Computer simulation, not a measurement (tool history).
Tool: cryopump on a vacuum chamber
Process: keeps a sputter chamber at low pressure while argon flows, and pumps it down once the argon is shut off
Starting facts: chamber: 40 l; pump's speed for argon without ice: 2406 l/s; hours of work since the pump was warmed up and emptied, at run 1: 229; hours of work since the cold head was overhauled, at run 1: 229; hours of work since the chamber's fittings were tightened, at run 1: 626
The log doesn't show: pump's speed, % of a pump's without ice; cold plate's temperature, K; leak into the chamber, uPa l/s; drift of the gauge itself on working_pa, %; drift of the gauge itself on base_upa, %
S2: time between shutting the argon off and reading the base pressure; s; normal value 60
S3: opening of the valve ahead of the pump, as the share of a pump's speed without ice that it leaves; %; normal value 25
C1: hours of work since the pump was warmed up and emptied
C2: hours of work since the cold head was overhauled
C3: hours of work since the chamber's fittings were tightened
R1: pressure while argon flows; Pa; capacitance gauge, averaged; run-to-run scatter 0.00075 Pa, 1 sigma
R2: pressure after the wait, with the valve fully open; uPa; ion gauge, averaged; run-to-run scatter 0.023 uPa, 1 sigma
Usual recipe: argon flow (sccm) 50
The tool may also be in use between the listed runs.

{"run": 1, "hour": 0.0, "argon flow (sccm)": 50, "S2": 60, "S3": 25, "C1": 229, "C2": 229, "C3": 626, "R1": 0.1427, "R2": 1.24}
{"run": 2, "hour": 12.7, "argon flow (sccm)": 50, "S2": 60, "S3": 25, "C1": 239, "C2": 239, "C3": 636, "R1": 0.143, "R2": 1.2}
{"run": 3, "hour": 39.3, "argon flow (sccm)": 50, "S2": 60, "S3": 25, "C1": 260, "C2": 260, "C3": 657, "R1": 0.1432, "R2": 1.21}
{"run": 4, "hour": 54.8, "argon flow (sccm)": 50, "S2": 60, "S3": 25, "C1": 272, "C2": 272, "C3": 669, "R1": 0.1427, "R2": 1.3}
{"run": 5, "hour": 79.3, "argon flow (sccm)": 50, "S2": 60, "S3": 25, "C1": 291, "C2": 291, "C3": 689, "R1": 0.1439, "R2": 1.29}
{"run": 6, "hour": 106.9, "argon flow (sccm)": 42, "S2": 60, "S3": 25, "C1": 313, "C2": 313, "C3": 710, "R1": 0.1223, "R2": 1.32}
{"run": 7, "hour": 132.7, "argon flow (sccm)": 42, "S2": 60, "S3": 25, "C1": 333, "C2": 333, "C3": 731, "R1": 0.1225, "R2": 1.3}
{"run": 8, "hour": 157.7, "argon flow (sccm)": 50, "S2": 60, "S3": 25, "C1": 353, "C2": 353, "C3": 750, "R1": 0.1441, "R2": 1.42}
{"run": 9, "hour": 186.6, "argon flow (sccm)": 50, "S2": 60, "S3": 25, "C1": 376, "C2": 376, "C3": 773, "R1": 0.146, "R2": 1.39}
{"run": 10, "hour": 205.2, "argon flow (sccm)": 50, "S2": 60, "S3": 25, "C1": 391, "C2": 391, "C3": 788, "R1": 0.1466, "R2": 1.41}
{"run": 11, "hour": 224.1, "argon flow (sccm)": 30, "S2": 60, "S3": 25, "C1": 405, "C2": 405, "C3": 803, "R1": 0.0878, "R2": 1.44}
{"run": 12, "hour": 249.5, "argon flow (sccm)": 30, "S2": 60, "S3": 25, "C1": 425, "C2": 425, "C3": 823, "R1": 0.0873, "R2": 1.41}
{"run": 13, "hour": 269.6, "argon flow (sccm)": 30, "S2": 60, "S3": 25, "C1": 441, "C2": 441, "C3": 839, "R1": 0.0875, "R2": 1.43}
{"run": 14, "hour": 287.4, "argon flow (sccm)": 50, "S2": 60, "S3": 25, "C1": 455, "C2": 455, "C3": 853, "R1": 0.1473, "R2": 1.47}
{"run": 15, "hour": 310.3, "argon flow (sccm)": 50, "S2": 60, "S3": 25, "C1": 473, "C2": 473, "C3": 871, "R1": 0.1462, "R2": 1.51}
{"run": 16, "hour": 338.0, "argon flow (sccm)": 50, "S2": 60, "S3": 25, "C1": 495, "C2": 495, "C3": 893, "R1": 0.1488, "R2": 1.54}
{"run": 17, "hour": 353.7, "argon flow (sccm)": 50, "S2": 60, "S3": 25, "C1": 508, "C2": 508, "C3": 905, "R1": 0.1479, "R2": 1.52}
{"run": 18, "hour": 375.2, "argon flow (sccm)": 50, "S2": 110, "S3": 25, "C1": 525, "C2": 525, "C3": 922, "R1": 0.1484, "R2": 1.3}
{"run": 19, "hour": 395.6, "argon flow (sccm)": 48, "S2": 60, "S3": 57, "C1": 541, "C2": 541, "C3": 938, "R1": 0.0673, "R2": 1.53}
{"run": 20, "hour": 410.0, "argon flow (sccm)": 34, "S2": 198, "S3": 55, "C1": 552, "C2": 552, "C3": 949, "R1": 0.0489, "R2": 1.18}
{"run": 21, "hour": 424.4, "argon flow (sccm)": 34, "S2": 198, "S3": 55, "C1": 563, "C2": 563, "C3": 961, "R1": 0.0488, "R2": 1.15}
{"run": 22, "hour": 443.3, "argon flow (sccm)": 34, "S2": 198, "S3": 55, "C1": 578, "C2": 578, "C3": 976, "R1": 0.0487, "R2": 1.2}

Run 23 is up next; what results do you expect?
{"run": 23, "hour": 461.3, "argon flow (sccm)": 80, "S2": 198, "S3": 21, "C1": 593, "C2": 593, "C3": 990, "R1": "?", "R2": "?"}

Run 23 measured R1 0.281 Pa, R2 1.18 uPa.
The same run, on a tool lacking any hidden state, would have yielded R1 0.2675 Pa, R2 0.31 uPa.

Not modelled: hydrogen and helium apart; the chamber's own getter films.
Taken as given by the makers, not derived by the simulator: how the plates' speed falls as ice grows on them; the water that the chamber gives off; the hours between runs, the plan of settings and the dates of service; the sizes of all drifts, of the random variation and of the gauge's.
